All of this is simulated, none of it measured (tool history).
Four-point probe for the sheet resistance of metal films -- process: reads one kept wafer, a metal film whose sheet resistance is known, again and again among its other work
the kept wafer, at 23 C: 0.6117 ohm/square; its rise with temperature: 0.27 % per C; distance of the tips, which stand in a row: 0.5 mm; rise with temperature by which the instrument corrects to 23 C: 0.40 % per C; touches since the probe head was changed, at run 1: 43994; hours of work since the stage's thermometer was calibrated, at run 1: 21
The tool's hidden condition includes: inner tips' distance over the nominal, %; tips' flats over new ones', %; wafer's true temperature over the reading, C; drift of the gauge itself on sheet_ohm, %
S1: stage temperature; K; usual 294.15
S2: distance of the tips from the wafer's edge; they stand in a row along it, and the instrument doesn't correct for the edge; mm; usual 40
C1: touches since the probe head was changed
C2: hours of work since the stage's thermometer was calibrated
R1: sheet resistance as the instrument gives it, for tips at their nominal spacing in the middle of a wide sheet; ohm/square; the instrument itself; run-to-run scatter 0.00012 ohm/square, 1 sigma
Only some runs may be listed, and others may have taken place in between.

run	hour	S1	S2	C1	C2	R1
1	0.0	294.15	40	43994	21	0.611691
2	10.4	294.15	40	44586	29	0.611911
3	25.3	304.15	40	45434	39	0.604092
4	37.2	304.15	40	46116	48	0.604114
5	50.1	304.15	40	46847	58	0.604123
6	63.2	304.15	40	47597	67	0.604275
7	73.6	304.15	40	48190	75	0.604107
8	85.8	294.15	40	48884	83	0.611886
9	109.7	294.15	40	50248	101	0.612095
10	132.7	294.15	40	51560	118	0.612043
11	152.6	294.15	40	52690	132	0.612203
12	177.2	294.15	8	54096	150	0.613303
13	198.9	294.15	8	55333	166	0.613247
14	211.4	299.15	8	56042	175	0.609516
15	222.2	299.15	8	56661	183	0.609568
16	233.0	299.15	8	57275	191	0.609642
17	252.9	299.15	8	58410	205	0.609584
18	270.8	299.15	8	59430	218	0.609554
19	288.9	299.15	8	60460	231	0.609702
20	306.4	299.15	8	61460	244	0.609762
21	330.1	299.15	8	62807	261	0.609595
22	348.6	299.15	8	63863	275	0.610026
23	367.9	294.15	40	64961	289	0.612227
24	387.5	294.15	40	66078	303	0.612459
25	410.3	294.15	21	67381	319	0.612808
26	420.7	294.15	21	67969	327	0.612604
27	434.1	306.15	3	68738	337	0.612632
28	450.9	294.15	23	69696	349	0.612721
29	472.0	292.15	8	70896	364	0.615740
30	485.3	298.15	5	71652	374	0.613063
31	508.4	298.15	5	72972	391	0.612744
32	518.6	301.15	40	73554	398	0.607441
33	533.9	292.15	59	74426	409	0.614425
34	551.4	292.15	59	75424	422	0.614300
35	563.6	304.15	59	76117	431	0.605234
36	586.7	304.15	59	77432	448	0.605373
37	607.5	292.15	6	78619	463	0.616865
38	630.1	292.15	6	79905	479	0.616883
# hour 647.2: new probe head fitted
39	653.5	306.15	24	355	495	0.605811
40	672.4	298.15	16	1434	509	0.611791
41	690.4	298.15	16	2461	522	0.612073
42	702.0	294.15	38	3124	531	0.614773
43	720.0	292.15	55	4149	544	0.616394
44	737.7	294.15	45	5159	557	0.614970
45	748.4	294.15	45	5768	564	0.614669

Take each entry between the runs: how does the hidden state at the last listed run before it differ from the hidden state at the first listed run after it?
Between runs 38 and 39: new probe head fitted (hour 647.2)
  inner tips' distance over the nominal, %: -0.015 -> 0.239; tips' flats over new ones', %: 87 -> 0; wafer's true temperature over the reading, C: -0.12 -> -0.13
  difference, measured minus the result without the unlogged condition, R1: -0.000312 -> +0.001359 ohm/square
